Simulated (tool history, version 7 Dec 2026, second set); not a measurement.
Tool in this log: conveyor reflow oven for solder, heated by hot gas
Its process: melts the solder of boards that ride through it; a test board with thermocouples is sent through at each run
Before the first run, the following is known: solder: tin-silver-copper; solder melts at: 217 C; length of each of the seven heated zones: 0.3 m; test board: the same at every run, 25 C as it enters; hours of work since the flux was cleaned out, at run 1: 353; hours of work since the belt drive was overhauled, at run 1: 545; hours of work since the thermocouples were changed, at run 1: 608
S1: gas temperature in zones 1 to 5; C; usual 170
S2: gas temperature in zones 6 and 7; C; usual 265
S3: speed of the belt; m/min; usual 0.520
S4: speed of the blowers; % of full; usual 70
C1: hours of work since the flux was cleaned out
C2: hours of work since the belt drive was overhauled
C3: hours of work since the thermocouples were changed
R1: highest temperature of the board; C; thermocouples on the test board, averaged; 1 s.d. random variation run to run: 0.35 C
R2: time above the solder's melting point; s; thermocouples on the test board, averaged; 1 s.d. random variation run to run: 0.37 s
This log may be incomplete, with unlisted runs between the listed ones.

{"run": 1, "hour": 0.0, "S1": 170, "S2": 265, "S3": 0.52, "S4": 70, "C1": 353, "C2": 545, "C3": 608, "R1": 248.3, "R2": 48.3}
{"run": 2, "hour": 36.6, "S1": 170, "S2": 265, "S3": 0.52, "S4": 70, "C1": 369, "C2": 561, "C3": 625, "R1": 248.3, "R2": 48.2}
{"run": 3, "hour": 74.2, "S1": 170, "S2": 265, "S3": 0.52, "S4": 70, "C1": 386, "C2": 578, "C3": 641, "R1": 248.6, "R2": 47.7}
{"run": 4, "hour": 117.2, "S1": 170, "S2": 265, "S3": 0.52, "S4": 70, "C1": 405, "C2": 597, "C3": 661, "R1": 248.4, "R2": 48.0}
{"run": 5, "hour": 169.7, "S1": 170, "S2": 254, "S3": 0.52, "S4": 70, "C1": 429, "C2": 621, "C3": 684, "R1": 238.3, "R2": 40.0}
{"run": 6, "hour": 202.2, "S1": 170, "S2": 254, "S3": 0.52, "S4": 70, "C1": 443, "C2": 635, "C3": 699, "R1": 238.2, "R2": 39.8}
{"run": 7, "hour": 233.5, "S1": 170, "S2": 254, "S3": 0.52, "S4": 64, "C1": 457, "C2": 649, "C3": 713, "R1": 237.0, "R2": 37.5}
{"hour": 259.5, "done": "flux residue cleaned out of gas plates and filters"}
{"run": 8, "hour": 296.2, "S1": 170, "S2": 265, "S3": 0.52, "S4": 85, "C1": 16, "C2": 675, "C3": 738, "R1": 255.0, "R2": 54.0}
{"run": 9, "hour": 340.5, "S1": 170, "S2": 265, "S3": 0.52, "S4": 85, "C1": 36, "C2": 695, "C3": 758, "R1": 254.4, "R2": 53.9}
{"run": 10, "hour": 390.7, "S1": 170, "S2": 265, "S3": 0.52, "S4": 85, "C1": 59, "C2": 718, "C3": 781, "R1": 254.4, "R2": 53.1}
{"run": 11, "hour": 447.9, "S1": 166, "S2": 265, "S3": 0.52, "S4": 70, "C1": 84, "C2": 743, "C3": 806, "R1": 249.9, "R2": 48.4}
{"run": 12, "hour": 483.3, "S1": 166, "S2": 265, "S3": 0.52, "S4": 70, "C1": 100, "C2": 759, "C3": 822, "R1": 248.9, "R2": 49.0}
{"hour": 508.2, "done": "thermocouples of zones 6 and 7 changed"}
{"run": 13, "hour": 531.7, "S1": 166, "S2": 265, "S3": 0.52, "S4": 70, "C1": 121, "C2": 780, "C3": 11, "R1": 248.6, "R2": 47.7}
{"run": 14, "hour": 575.5, "S1": 170, "S2": 265, "S3": 0.462, "S4": 70, "C1": 141, "C2": 799, "C3": 30, "R1": 252.6, "R2": 59.6}
{"run": 15, "hour": 614.2, "S1": 170, "S2": 265, "S3": 0.52, "S4": 53, "C1": 158, "C2": 817, "C3": 47, "R1": 243.2, "R2": 42.0}
{"run": 16, "hour": 666.8, "S1": 170, "S2": 265, "S3": 0.52, "S4": 53, "C1": 181, "C2": 840, "C3": 71, "R1": 242.9, "R2": 42.0}
{"run": 17, "hour": 723.0, "S1": 170, "S2": 265, "S3": 0.52, "S4": 53, "C1": 206, "C2": 865, "C3": 96, "R1": 243.7, "R2": 42.4}
{"run": 18, "hour": 767.4, "S1": 183, "S2": 265, "S3": 0.52, "S4": 53, "C1": 226, "C2": 885, "C3": 116, "R1": 245.7, "R2": 49.2}
{"run": 19, "hour": 793.1, "S1": 170, "S2": 258, "S3": 0.52, "S4": 85, "C1": 238, "C2": 897, "C3": 127, "R1": 245.4, "R2": 47.5}
{"run": 20, "hour": 842.3, "S1": 170, "S2": 258, "S3": 0.52, "S4": 85, "C1": 260, "C2": 919, "C3": 149, "R1": 246.1, "R2": 48.6}
{"run": 21, "hour": 875.4, "S1": 182, "S2": 268, "S3": 0.526, "S4": 61, "C1": 275, "C2": 934, "C3": 164, "R1": 250.7, "R2": 52.9}
{"run": 22, "hour": 902.7, "S1": 182, "S2": 268, "S3": 0.526, "S4": 61, "C1": 287, "C2": 946, "C3": 177, "R1": 250.8, "R2": 52.9}
{"run": 23, "hour": 928.0, "S1": 170, "S2": 270, "S3": 0.52, "S4": 70, "C1": 298, "C2": 957, "C3": 188, "R1": 252.8, "R2": 51.6}
{"run": 24, "hour": 962.8, "S1": 163, "S2": 265, "S3": 0.52, "S4": 57, "C1": 314, "C2": 973, "C3": 203, "R1": 242.2, "R2": 40.6}
{"run": 25, "hour": 1009.7, "S1": 157, "S2": 257, "S3": 0.557, "S4": 70, "C1": 335, "C2": 994, "C3": 224, "R1": 236.6, "R2": 31.2}
{"run": 26, "hour": 1063.5, "S1": 157, "S2": 257, "S3": 0.557, "S4": 70, "C1": 359, "C2": 1018, "C3": 248, "R1": 237.0, "R2": 30.7}
{"run": 27, "hour": 1104.8, "S1": 170, "S2": 265, "S3": 0.468, "S4": 70, "C1": 377, "C2": 1036, "C3": 267, "R1": 251.5, "R2": 56.9}
{"run": 28, "hour": 1132.0, "S1": 174, "S2": 266, "S3": 0.468, "S4": 82, "C1": 389, "C2": 1048, "C3": 279, "R1": 255.4, "R2": 62.1}
{"run": 29, "hour": 1177.4, "S1": 174, "S2": 266, "S3": 0.468, "S4": 82, "C1": 410, "C2": 1069, "C3": 299, "R1": 256.1, "R2": 62.5}
{"run": 30, "hour": 1207.6, "S1": 181, "S2": 253, "S3": 0.616, "S4": 56, "C1": 423, "C2": 1082, "C3": 313, "R1": 229.7, "R2": 24.9}

Each row is a separate what-if for the run after 30, all from the same tool condition, not one after another. Results?
{"run": "A", "hour": 1242.4, "S1": 181, "S2": 261, "S3": 0.51, "S4": 73, "C1": 439, "C2": 1098, "C3": 329, "R1": "?", "R2": "?"}
{"run": "B", "hour": 1242.4, "S1": 179, "S2": 276, "S3": 0.52, "S4": 70, "C1": 439, "C2": 1098, "C3": 329, "R1": "?", "R2": "?"}
{"run": "C", "hour": 1242.4, "S1": 181, "S2": 253, "S3": 0.47, "S4": 60, "C1": 439, "C2": 1098, "C3": 329, "R1": "?", "R2": "?"}
{"run": "D", "hour": 1242.4, "S1": 156, "S2": 253, "S3": 0.616, "S4": 56, "C1": 439, "C2": 1098, "C3": 329, "R1": "?", "R2": "?"}

run=A R1=247.4 R2=54.0
run=B R1=260.1 R2=59.1
run=C R1=240.4 R2=51.1
run=D R1=222.4 R2=9.6
With no hidden state in the tool, these same runs would have given:
run=A R1=247.9 R2=53.7
run=B R1=260.9 R2=58.4
run=C R1=240.5 R2=50.7
run=D R1=223.4 R2=11.1
